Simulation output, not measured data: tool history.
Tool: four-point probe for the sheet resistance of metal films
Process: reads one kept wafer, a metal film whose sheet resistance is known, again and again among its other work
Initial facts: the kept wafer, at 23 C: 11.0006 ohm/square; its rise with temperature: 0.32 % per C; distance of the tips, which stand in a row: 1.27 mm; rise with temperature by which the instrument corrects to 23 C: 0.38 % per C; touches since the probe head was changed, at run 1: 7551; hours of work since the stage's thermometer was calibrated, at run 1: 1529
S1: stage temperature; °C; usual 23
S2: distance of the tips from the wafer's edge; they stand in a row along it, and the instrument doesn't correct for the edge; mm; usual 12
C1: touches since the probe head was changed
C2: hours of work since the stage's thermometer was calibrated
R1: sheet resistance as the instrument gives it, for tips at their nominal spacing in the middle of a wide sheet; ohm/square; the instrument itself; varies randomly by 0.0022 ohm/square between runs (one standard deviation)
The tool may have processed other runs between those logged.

run,hour,S1,S2,C1,C2,R1
1,0,23,12,7551,1529,11.097606
2,105.1,27,12,9614,1587,11.076393
3,163.2,27,12,10756,1620,11.07482
4,217.5,26,12,11822,1650,11.08233
5,320.2,26,12,13839,1707,11.08774
6,378.6,23,22,14987,1739,11.055553
7,443.1,22,12,16255,1775,11.109649
8,522.7,24,12,17818,1819,11.100542
9,589.9,24,6,19138,1856,11.292115
10,647.5,24,6,20269,1888,11.288214
11,733.6,23,12,21960,1935,11.101072
12,813.1,23,12,23522,1979,11.103797
13,885.2,23,68,24938,2019,11.038942
14,966.8,32,68,26541,2064,10.986985
15,1016.6,32,68,27519,2092,10.986297
16,1092.9,23,72,29017,2134,11.041707
17,1200.9,23,72,31139,2194,11.04375
18,1254.2,34,72,32186,2223,10.974129
19,1361.4,34,72,34291,2283,10.977322
20,1458.4,29,14,36197,2336,11.058174
21,1509.3,26,12,37196,2365,11.093154
22,1581.6,26,52,38616,2405,11.029013
23,1679.3,34,44,40535,2459,10.982917
24,1783.6,23,16,42584,2516,11.084846
25,1863.7,28,62,44158,2561,11.019341
26,1967,28,62,46187,2618,11.017187
27,2076.7,28,62,48342,2679,11.022005
# hour 2097.7: stage's thermometer calibrated
28,2155.4,28,62,49878,32,11.005168
29,2244,23,31,51617,81,11.047314
30,2343.8,23,31,53577,136,11.043869
31,2448.3,18,8,55630,194,11.218242
32,2539.9,18,8,57430,245,11.2178
33,2617.9,18,15,58962,288,11.113445
34,2697.9,22,8,60533,332,11.193422
35,2783.9,22,8,62222,380,11.191482
36,2848.8,22,8,63496,416,11.188169

Branching from run 36: 5 alternative next runs. What would each branch give?
A,2910.8,23,10,64715,450,?
B,2910.8,23,9,64715,450,?
C,2910.8,20,15,64715,450,?
D,2910.8,20,13,64715,450,?
E,2910.8,21,14,64715,450,?

run,R1
A,11.13507
B,11.157527
C,11.103935
D,11.116857
E,11.106549
The same runs, with their run-to-run variation unchanged, on a tool lacking any hidden condition would have given:
run,R1
A,11.095497
B,11.11788
C,11.064443
D,11.077323
E,11.067055

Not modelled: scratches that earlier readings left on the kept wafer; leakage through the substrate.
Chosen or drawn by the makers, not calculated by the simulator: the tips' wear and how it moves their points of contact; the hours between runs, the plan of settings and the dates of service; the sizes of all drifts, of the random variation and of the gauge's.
